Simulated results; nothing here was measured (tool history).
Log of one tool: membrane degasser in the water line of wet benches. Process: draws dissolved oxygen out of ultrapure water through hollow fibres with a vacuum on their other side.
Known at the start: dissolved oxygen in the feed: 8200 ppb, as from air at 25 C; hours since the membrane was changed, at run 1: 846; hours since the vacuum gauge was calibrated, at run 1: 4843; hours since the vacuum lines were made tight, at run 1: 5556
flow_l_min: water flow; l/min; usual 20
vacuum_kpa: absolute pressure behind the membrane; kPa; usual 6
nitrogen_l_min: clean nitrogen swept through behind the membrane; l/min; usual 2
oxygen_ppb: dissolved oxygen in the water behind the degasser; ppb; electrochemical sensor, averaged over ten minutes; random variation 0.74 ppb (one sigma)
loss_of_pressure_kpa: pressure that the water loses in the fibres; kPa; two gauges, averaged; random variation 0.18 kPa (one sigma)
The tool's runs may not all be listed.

run,hour,flow_l_min,vacuum_kpa,nitrogen_l_min,hours since the membrane was changed,hours since the vacuum gauge was calibrated,hours since the vacuum lines were made tight,oxygen_ppb,loss_of_pressure_kpa
1,0,20,6,2,846,4843,5556,74.1,32.11
2,77.4,20,6,2,924,4920,5634,73.1,32.04
# hour 144.2: seals of the vacuum lines changed
3,163.8,20,6,2,1008,5004,20,74.8,31.91
4,231.2,20,6,2,1076,5072,87,73.9,32.51
5,330.3,28,6,2,1175,5171,186,105.5,45.26
6,380.6,20,6,2,1225,5221,236,74.1,32.11
7,453,20,6,2,1297,5294,309,73.1,32
8,500.1,25,6,2,1344,5341,356,92.6,40.32
9,567.8,25,6,2,1412,5408,424,91.2,40.43
10,615.9,28,6,2,1460,5457,472,106.5,45
11,701.9,28,6,2,1546,5543,558,106.9,45.15
12,772.8,20,6,2,1617,5613,629,72.3,32.46
13,818.1,20,6,2.64,1662,5659,674,57.8,32.43
14,913,20,6,2.64,1757,5754,769,58.3,32.27
15,1012.8,20,6,2.64,1857,5853,869,56.6,32.44
16,1079.2,20,13.98,2,1924,5920,935,257.2,32.63
17,1153.9,20,3.87,2,1998,5995,1010,24.6,32.35
# hour 1168.1: vacuum gauge calibrated
18,1224.2,16,10.69,2,2068,56,1079,141,26.11
19,1304.6,20,11.37,3,2148,137,1160,134.7,32.43
20,1368.9,20,12.64,2,2213,201,1224,224,32.47
21,1448.9,31,10.58,1.28,2293,281,1304,386.1,50.8
22,1516.2,16,13.04,2.94,2360,348,1371,128.5,26.26
23,1592.1,16,8.65,2.38,2436,424,1447,90,25.9
24,1678.5,16,8.65,2.38,2522,510,1534,89.2,26.3
25,1766.8,16,8.65,2.38,2611,599,1622,89.9,26.28
26,1869.1,20,6,2.32,2713,701,1724,59.5,32.98
27,1943.5,14,6.12,0.97,2787,775,1799,97.3,22.7
28,2021.7,17,6.12,1.4,2866,854,1877,84.3,27.93
29,2123.1,17,6.12,1.4,2967,955,1978,83.8,27.73
30,2192.1,17,6.12,1.4,3036,1024,2047,83.7,27.85
31,2240.4,17,4.71,4.62,3084,1072,2096,14.8,27.69
32,2312.1,19,6,2.96,3156,1144,2167,46.1,30.96
33,2393.1,14,5.68,5.21,3237,1225,2248,17.2,22.73

Forecast each of these 3 alternatives for the next run:
A,2446,25,6.73,2.24,3290,1278,2301,?,?
B,2446,31,5.68,1.41,3290,1278,2301,?,?
C,2446,14,5.61,2.07,3290,1278,2301,?,?

run,oxygen_ppb,loss_of_pressure_kpa
A,98.9,40.85
B,137.6,50.51
C,40.9,22.87
Without the tool's hidden state the same runs would have given:
run,oxygen_ppb,loss_of_pressure_kpa
A,96.3,39.82
B,133,49.24
C,39.8,22.29
